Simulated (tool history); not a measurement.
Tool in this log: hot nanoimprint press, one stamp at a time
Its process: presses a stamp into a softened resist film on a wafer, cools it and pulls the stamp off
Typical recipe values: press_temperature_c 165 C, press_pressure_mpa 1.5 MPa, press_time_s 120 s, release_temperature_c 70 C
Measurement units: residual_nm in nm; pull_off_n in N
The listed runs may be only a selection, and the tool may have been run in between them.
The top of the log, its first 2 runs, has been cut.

run   hour  press_temperature_c  press_pressure_mpa  press_time_s  release_temperature_c  hours of work since the thermocouple was calibrated  imprints on the stamp's release coat  hours of work since the press's seals were changed  residual_nm  pull_off_n
  3   14.5                  157                 1.5           120                     70                                                  103                                   352                                                 160        200.2       240.3
  4   22.4                  157                 1.5           120                     70                                                  107                                   377                                                 165        200.7       236.8
  5   27.5                  165                 1.5           117                     70                                                  110                                   394                                                 168        146.8         238
  6   36.7                  165                 1.5           117                     70                                                  115                                   423                                                 173        146.5       239.4
  7   43.9                  165                 1.5           117                     70                                                  119                                   446                                                 177        145.9       238.4
  8   49.4                  164                 1.5           117                     70                                                  122                                   464                                                 180        152.2       239.9
  9   55.2                  165                 1.5            78                     70                                                  126                                   483                                                 183        167.3         239
 10   62.9                  165                 1.5            78                     70                                                  130                                   507                                                 188        167.7       239.9
 11   71.8                  165                 1.5           120                     70                                                  135                                   535                                                 193          145       239.7
      82.6  -- stamp cleaned and given a new release coat
 12   87.8                  165                 1.5           120                     58                                                  141                                    16                                                 198        145.5       265.8
 13   93.2                  165                 1.5           120                     58                                                  144                                    34                                                 201          145       266.1
 14  103.7                  165                 1.5           120                     58                                                  150                                    67                                                 207          145       265.5
 15  113.1                  165                1.17           120                     70                                                  155                                    97                                                 212        161.9       238.5
 16  118.1                  165                1.17           120                     70                                                  158                                   113                                                 215        161.9       237.4
 17  129.4                  166                1.36           120                     70                                                  164                                   149                                                 222        144.9         238
 18  135.3                  176                 1.5           120                     68                                                  167                                   168                                                 225         89.1       242.7
 19  144.7                  158                1.62            84                     74                                                  173                                   199                                                 230        206.9       230.6
 20  153.5                  176                1.62            84                     74                                                  178                                   227                                                 235           99       230.2
 21  162.4                  176                   1           120                     70                                                  183                                   255                                                 240        110.5       239.5
 22    172                  176                   1           120                     70                                                  188                                   286                                                 246        110.5       238.8
 23  178.9                  173                 1.5           120                     72                                                  192                                   308                                                 250        101.7       234.8
 24  189.1                  173                 1.5           120                     72                                                  198                                   340                                                 255          102       235.2

Forecast run 25:
 25  197.3                  173                2.29            72                     71                                                  202                                   367                                                 260            ?           ?

{"run 25": {"residual_nm": 99.9, "pull_off_n": 234.6}}
The same run, on a tool lacking any hidden state, would have yielded residual_nm 100 nm, pull_off_n 234.5 N.
